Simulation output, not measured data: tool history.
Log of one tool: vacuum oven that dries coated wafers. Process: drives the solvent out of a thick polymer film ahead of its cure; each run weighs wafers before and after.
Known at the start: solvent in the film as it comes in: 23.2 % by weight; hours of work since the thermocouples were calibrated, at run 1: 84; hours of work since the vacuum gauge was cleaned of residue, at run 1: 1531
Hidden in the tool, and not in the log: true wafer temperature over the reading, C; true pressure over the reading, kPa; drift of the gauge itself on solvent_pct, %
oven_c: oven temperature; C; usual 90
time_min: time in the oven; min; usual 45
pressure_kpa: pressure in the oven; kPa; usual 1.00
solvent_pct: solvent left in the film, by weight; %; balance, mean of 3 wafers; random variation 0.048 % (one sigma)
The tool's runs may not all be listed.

run     day  oven_c  time_min  pressure_kpa  hours of work since the thermocouples were calibrated  hours of work since the vacuum gauge was cleaned of residue  solvent_pct
  1   0.000      90        45          1.00                                                     84                                                         1531         2.40
  2   3.850      76        45          1.00                                                    122                                                         1569         8.22
  3   6.388      90        45          1.00                                                    147                                                         1594         2.41
      6.767  -- vacuum gauge cleaned of residue and calibrated
  4   9.412      90        45          1.00                                                    176                                                           26         2.50
  5  12.129      90        45          1.00                                                    202                                                           53         2.45
  6  13.925      90        45          1.00                                                    220                                                           70         2.43

Forecast run 7:
  7  15.925      91        72          0.53                                                    239                                                           90            ?

solvent_pct: 0.91 %
Without the tool's hidden state the same run would have given solvent_pct 0.61 %.

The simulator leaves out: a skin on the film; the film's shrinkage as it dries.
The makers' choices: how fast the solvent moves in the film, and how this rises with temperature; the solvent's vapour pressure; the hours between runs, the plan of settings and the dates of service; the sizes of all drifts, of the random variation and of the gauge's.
